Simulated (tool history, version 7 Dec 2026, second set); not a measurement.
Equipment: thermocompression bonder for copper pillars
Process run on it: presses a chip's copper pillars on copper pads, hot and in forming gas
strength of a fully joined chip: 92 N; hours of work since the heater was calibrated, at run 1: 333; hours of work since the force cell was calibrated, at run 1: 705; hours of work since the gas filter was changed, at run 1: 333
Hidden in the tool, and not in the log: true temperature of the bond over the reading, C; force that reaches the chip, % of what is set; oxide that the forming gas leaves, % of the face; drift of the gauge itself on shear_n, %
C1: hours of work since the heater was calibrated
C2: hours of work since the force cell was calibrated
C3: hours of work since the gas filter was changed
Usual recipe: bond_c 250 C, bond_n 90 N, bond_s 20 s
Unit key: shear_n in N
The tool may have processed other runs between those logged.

run 1 day=0 | bond_c=250 bond_n=90 bond_s=20 | C1=333 C2=705 C3=333 | shear_n=37.3
run 2 day=1.633 | bond_c=250 bond_n=75 bond_s=20 | C1=361 C2=732 C3=361 | shear_n=32.2
run 3 day=5.542 | bond_c=244 bond_n=90 bond_s=20 | C1=426 C2=797 C3=426 | shear_n=34
run 4 day=9.45 | bond_c=244 bond_n=90 bond_s=20 | C1=491 C2=863 C3=491 | shear_n=33.4
-- day=9.8 forming gas filter changed
-- day=12.167 force cell calibrated
run 5 day=13.167 | bond_c=244 bond_n=90 bond_s=20 | C1=552 C2=17 C3=55 | shear_n=36.3
run 6 day=16.533 | bond_c=244 bond_n=134 bond_s=20 | C1=608 C2=73 C3=111 | shear_n=47.8
run 7 day=19.125 | bond_c=244 bond_n=134 bond_s=20 | C1=652 C2=116 C3=155 | shear_n=46.9
run 8 day=21.6 | bond_c=244 bond_n=134 bond_s=20 | C1=693 C2=158 C3=196 | shear_n=46.3
run 9 day=24.946 | bond_c=244 bond_n=134 bond_s=20 | C1=749 C2=214 C3=252 | shear_n=45.9
run 10 day=26.904 | bond_c=272 bond_n=90 bond_s=20 | C1=782 C2=246 C3=285 | shear_n=45.9
run 11 day=30.325 | bond_c=272 bond_n=90 bond_s=20 | C1=839 C2=304 C3=342 | shear_n=44.6
run 12 day=32.55 | bond_c=250 bond_n=90 bond_s=20 | C1=876 C2=341 C3=379 | shear_n=34.6
run 13 day=34.233 | bond_c=250 bond_n=90 bond_s=20 | C1=904 C2=369 C3=407 | shear_n=34.9
run 14 day=36.662 | bond_c=250 bond_n=90 bond_s=20 | C1=945 C2=409 C3=448 | shear_n=34.4
-- day=39.754 heater calibrated with a thermocouple chip
-- day=39.775 forming gas filter changed
run 15 day=39.779 | bond_c=250 bond_n=90 bond_s=20 | C1=0 C2=460 C3=0 | shear_n=42
run 16 day=41.388 | bond_c=228 bond_n=90 bond_s=20 | C1=27 C2=487 C3=27 | shear_n=32
run 17 day=44.358 | bond_c=228 bond_n=90 bond_s=20 | C1=77 C2=536 C3=77 | shear_n=31.3
run 18 day=46.638 | bond_c=228 bond_n=90 bond_s=23 | C1=115 C2=574 C3=115 | shear_n=32.3
run 19 day=49.171 | bond_c=221 bond_n=90 bond_s=28 | C1=157 C2=617 C3=157 | shear_n=31.8
run 20 day=53 | bond_c=234 bond_n=87 bond_s=13 | C1=221 C2=681 C3=221 | shear_n=26.2
run 21 day=56.158 | bond_c=243 bond_n=92 bond_s=37 | C1=274 C2=733 C3=274 | shear_n=45
run 22 day=58.483 | bond_c=243 bond_n=92 bond_s=37 | C1=313 C2=772 C3=313 | shear_n=44.7
run 23 day=61.171 | bond_c=271 bond_n=107 bond_s=11 | C1=358 C2=817 C3=358 | shear_n=43.9
run 24 day=63.554 | bond_c=244 bond_n=73 bond_s=25 | C1=397 C2=857 C3=397 | shear_n=31.7
run 25 day=65.375 | bond_c=254 bond_n=73 bond_s=25 | C1=428 C2=887 C3=428 | shear_n=35.2
-- day=66.462 force cell calibrated
run 26 day=67.754 | bond_c=226 bond_n=70 bond_s=20 | C1=466 C2=22 C3=466 | shear_n=20.6
-- day=69.679 forming gas filter changed
run 27 day=71.342 | bond_c=260 bond_n=70 bond_s=14 | C1=526 C2=81 C3=28 | shear_n=30.9
run 28 day=73.746 | bond_c=260 bond_n=70 bond_s=14 | C1=566 C2=121 C3=68 | shear_n=30.2
run 29 day=75.329 | bond_c=250 bond_n=90 bond_s=25 | C1=593 C2=148 C3=94 | shear_n=41.5
run 30 day=78.292 | bond_c=256 bond_n=75 bond_s=16 | C1=642 C2=197 C3=144 | shear_n=31
run 31 day=82.096 | bond_c=256 bond_n=126 bond_s=16 | C1=706 C2=261 C3=208 | shear_n=46.9
run 32 day=84.704 | bond_c=250 bond_n=71 bond_s=29 | C1=749 C2=304 C3=251 | shear_n=34.4

Here are 3 independent what-if runs from the current tool condition. What would each one return?
run A day=88.538 | bond_c=247 bond_n=105 bond_s=22 | C1=813 C2=369 C3=315 | shear_n=?
run B day=88.538 | bond_c=250 bond_n=71 bond_s=15 | C1=813 C2=369 C3=315 | shear_n=?
run C day=88.538 | bond_c=249 bond_n=128 bond_s=31 | C1=813 C2=369 C3=315 | shear_n=?

run=A shear_n=40
run=B shear_n=25.7
run=C shear_n=52.7
Stripped of hidden state, with their random variation kept, the same runs would have yielded:
run=A shear_n=46.7
run=B shear_n=30.5
run=C shear_n=60.5
